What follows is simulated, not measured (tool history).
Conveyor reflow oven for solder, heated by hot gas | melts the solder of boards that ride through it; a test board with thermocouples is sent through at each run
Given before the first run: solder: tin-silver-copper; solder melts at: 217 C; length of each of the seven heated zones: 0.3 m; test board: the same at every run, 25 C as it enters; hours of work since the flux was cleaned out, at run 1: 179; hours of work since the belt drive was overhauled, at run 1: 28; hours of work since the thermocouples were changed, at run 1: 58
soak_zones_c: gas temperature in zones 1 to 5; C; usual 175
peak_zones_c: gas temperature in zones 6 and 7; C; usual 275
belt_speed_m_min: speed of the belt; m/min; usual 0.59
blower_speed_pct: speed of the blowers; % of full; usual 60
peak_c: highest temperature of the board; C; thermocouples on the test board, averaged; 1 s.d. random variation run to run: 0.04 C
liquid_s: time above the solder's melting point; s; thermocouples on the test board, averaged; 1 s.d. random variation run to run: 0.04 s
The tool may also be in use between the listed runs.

run   hour  soak_zones_c  peak_zones_c  belt_speed_m_min  blower_speed_pct  hours of work since the flux was cleaned out  hours of work since the belt drive was overhauled  hours of work since the thermocouples were changed  peak_c  liquid_s
  1      0           175           275              0.59                60                                           179                                                 28                                                  58  257.87     48.82
  2    6.4           175           275              0.59                60                                           183                                                 32                                                  62   257.9     48.85
  3   14.4           175           275              0.59                54                                           188                                                 36                                                  67  256.06     47.55
  4   18.6           175           275              0.59                54                                           191                                                 39                                                  69  256.02     47.61
      32.3  -- flux residue cleaned out of gas plates and filters
  5   32.4           175           275              0.59                54                                             0                                                 44                                                  75   256.9     48.22
  6   41.7           175           275              0.59                54                                             6                                                 50                                                  80  256.89     48.15
  7   48.8           164           275              0.59                54                                            10                                                 54                                                  85  254.71     44.05
  8   55.2           175           288              0.59                60                                            14                                                 58                                                  88  270.46     54.53
  9   61.3           175           275             0.609                60                                            17                                                 62                                                  92  257.62     47.12
 10   65.3           175           275             0.609                60                                            20                                                 64                                                  95  257.56     47.15
 11   70.4           175           289              0.59                60                                            23                                                 67                                                  98  271.34     54.89
 12   75.8           175           289              0.59                60                                            26                                                 70                                                 101  271.32     54.82
 13   82.8           175           289              0.59                60                                            30                                                 74                                                 105  271.31      54.9
 14   88.2           175           275             0.651                60                                            34                                                 78                                                 108  255.05     42.48
 15   95.3           175           275              0.59                74                                            38                                                 82                                                 113  262.13      51.5
 16   99.3           175           275              0.59                74                                            40                                                 84                                                 115   262.1     51.45
 17  106.8           175           287              0.59                55                                            45                                                 89                                                 119  267.86     53.41
 18  113.8           175           275               0.6                86                                            49                                                 93                                                 124  263.97     51.54
 19  120.6           175           275               0.6                86                                            53                                                 97                                                 128  263.97     51.45
 20  129.3           175           275             0.532                86                                            58                                                102                                                 133  266.86     59.73
 21  133.4           175           275             0.532                86                                            61                                                105                                                 135  266.81     59.76
       138  -- belt drive overhauled, speed set with a stopwatch
 22  144.4           160           270             0.532                86                                            65                                                  4                                                 140  260.68     53.46
 23    149           160           270             0.532                86                                            68                                                  7                                                 142   260.7     53.48
 24  154.5           175           281             0.619                60                                            71                                                 10                                                 146  262.19     48.42
 25    162           175           281             0.619                60                                            76                                                 14                                                 150  262.18      48.4
 26    168           175           281             0.619                60                                            79                                                 18                                                 154  262.11      48.4
 27  175.5           185           275             0.649                60                                            84                                                 23                                                 158  257.13     46.51
 28  180.7           185           275             0.649                60                                            87                                                 26                                                 161  257.08     46.56
     190.4  -- belt drive overhauled, speed set with a stopwatch, once more
 29  192.5           185           275             0.649                60                                            91                                                  1                                                 166  257.05     46.32
 30  196.7           168           275             0.641                60                                            94                                                  4                                                 169  253.99     40.78

How the hidden state differs across the entries between the runs, from the last listed run before each to the first after it:
In the gap between runs 4 and 5: flux residue cleaned out of gas plates and filters (hour 32.3)
  heat that the gas passes to the board, % of a clean oven's: 94.5 -> 99.3; belt's true speed, % of the reading: 100.01 -> 100; true gas temperature in zones 6 and 7 over the reading, C: 0.36 -> 0.37
  what was measured, less what the result would be without the hidden state, peak_c: -0.65 -> +0.22 C; liquid_s: -0.5 -> +0.09 s
In the gap between runs 21 and 22: belt drive overhauled, speed set with a stopwatch (hour 138)
  heat that the gas passes to the board, % of a clean oven's: 97.6 -> 97.4; belt's true speed, % of the reading: 99.91 -> 99.87
  what was measured, less what the result would be without the hidden state, peak_c: +0.06 -> +0 C; liquid_s: +0.02 -> -0.06 s
In the gap between runs 28 and 29: belt drive overhauled, speed set with a stopwatch, once more (hour 190.4)
  heat that the gas passes to the board, % of a clean oven's: 96.8 -> 96.7; belt's true speed, % of the reading: 99.84 -> 100.03
  what was measured, less what the result would be without the hidden state, peak_c: -0.08 -> -0.16 C; liquid_s: -0.04 -> -0.18 s

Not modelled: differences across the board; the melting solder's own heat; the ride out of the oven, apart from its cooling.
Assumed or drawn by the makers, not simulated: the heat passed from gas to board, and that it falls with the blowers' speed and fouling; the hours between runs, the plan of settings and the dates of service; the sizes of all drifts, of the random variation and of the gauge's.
